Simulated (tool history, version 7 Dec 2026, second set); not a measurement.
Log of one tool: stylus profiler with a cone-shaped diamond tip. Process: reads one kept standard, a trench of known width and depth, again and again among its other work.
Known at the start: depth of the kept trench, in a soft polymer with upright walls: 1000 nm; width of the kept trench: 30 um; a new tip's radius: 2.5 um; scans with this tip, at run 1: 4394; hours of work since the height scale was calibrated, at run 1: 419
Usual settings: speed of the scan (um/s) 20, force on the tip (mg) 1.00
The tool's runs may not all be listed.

run      day  speed of the scan (um/s)  force on the tip (mg)  scans with this tip  hours of work since the height scale was calibrated  depth of the trench (Å)  width of the trench's floor (µm)
  1    0.000                        20                   1.00                 4394                                                  419                  10049.1                             24.86
  2    4.725                        43                   1.00                 5206                                                  497                  10050.6                             24.51
  3    8.604                        20                   0.76                 5873                                                  561                  10041.2                             24.48
  4   11.050                        20                   0.76                 6294                                                  601                  10036.5                             24.38
  5   15.654                        20                   0.76                 7086                                                  677                  10035.4                             24.28
  6   18.212                        20                   1.00                 7526                                                  719                  10044.3                             24.18
  7   22.088                        20                   1.00                 8192                                                  782                  10044.8                             24.11
  8   26.242                        20                   1.00                 8907                                                  850                  10045.7                             24.03
  9   28.588                        21                   1.00                 9310                                                  889                  10038.8                             23.91
 10   31.750                        21                   1.00                 9855                                                  941                  10040.5                             23.86
 11   35.317                        21                   1.00                10468                                                  999                  10040.3                             23.68
 12   39.867                        20                   1.00                11251                                                 1074                  10032.2                             23.63
 13   44.425                        20                   1.00                12035                                                 1149                  10036.2                             23.56
 14   49.304                        20                   1.00                12874                                                 1229                  10036.6                             23.40
 15   52.312                        20                   1.00                13392                                                 1279                  10034.2                             23.30
 16   56.808                        20                   1.00                14165                                                 1352                  10029.7                             23.15
 17   60.183                        15                   1.00                14745                                                 1408                  10031.5                             23.13
 18   63.658                        15                   1.00                15343                                                 1465                  10030.6                             23.04
 19   66.971                        15                   1.00                15913                                                 1519                  10030.5                             22.95
 20   71.271                        15                   1.00                16652                                                 1590                  10028.3                             22.82
 21   75.642                        15                   0.83                17404                                                 1662                  10020.6                             22.76
 22   80.075                        20                   1.00                18167                                                 1735                  10025.8                             22.60
 23   82.779                        13                   1.00                18632                                                 1779                  10023.7                             22.58
 24   86.538                        10                   0.61                19278                                                 1841                  10006.6                             22.52
 25   91.417                        79                   0.92                20117                                                 1921                  10018.4                             21.94
 26   93.675                        19                   0.84                20506                                                 1958                  10010.0                             22.29
      94.942  -- new tip fitted, height scale calibrated
 27   98.425                        39                   0.34                  599                                                   57                  10025.9                             25.37
 28  103.396                        20                   1.32                 1454                                                  139                  10063.6                             25.50
 29  105.579                        29                   0.36                 1829                                                  175                  10024.0                             25.16
 30  109.233                        34                   1.31                 2457                                                  235                  10065.2                             25.19
 31  113.271                        41                   2.57                 3152                                                  301                  10104.4                             25.07
 32  115.329                        21                   0.87                 3506                                                  335                  10046.4                             25.04
 33  118.438                        13                   0.47                 4041                                                  386                  10025.7                             24.89
 34  121.917                         7                   0.77                 4639                                                  443                  10038.2                             24.80
 35  125.125                         9                   1.41                 5191                                                  496                  10063.4                             24.78
 36  127.342                         9                   1.41                 5573                                                  532                  10057.4                             24.66
 37  131.642                        50                   0.80                 6312                                                  603                  10035.5                             24.22
 38  134.750                        50                   0.80                 6847                                                  654                  10034.5                             24.11
 39  139.046                        24                   1.86                 7585                                                  724                  10071.1                             24.22
 40  141.646                        24                   1.86                 8033                                                  767                  10068.2                             24.18
 41  144.754                        24                   1.86                 8568                                                  818                  10066.3                             24.10
 42  147.412                        22                   0.69                 9025                                                  862                  10024.5                             23.98
 43  150.625                        22                   0.47                 9577                                                  914                  10011.8                             23.81
 44  153.796                        22                   0.47                10123                                                  967                  10012.1                             23.72
 45  158.175                        40                   0.71                10876                                                 1039                  10024.1                             23.50
 46  161.212                        40                   0.71                11398                                                 1088                  10018.0                             23.37

4 ways to go on from here, each from the tool as it stands after run 46. What would each give?
  A  165.896                        78                   0.44                12204                                                 1165                        ?                                 ?
  B  165.896                        40                   2.54                12204                                                 1165                        ?                                 ?
  C  165.896                        12                   1.46                12204                                                 1165                        ?                                 ?
  D  165.896                        70                   0.71                12204                                                 1165                        ?                                 ?

run  depth of the trench (Å)  width of the trench's floor (µm)
  A                  10007.5                             22.83
  B                  10077.9                             23.37
  C                  10046.1                             23.54
  D                  10020.8                             22.99
Without the tool's hidden state the same runs would have given:
run  depth of the trench (Å)  width of the trench's floor (µm)
  A                  10034.8                             25.24
  B                  10105.4                             25.78
  C                  10073.6                             25.96
  D                  10048.2                             25.40
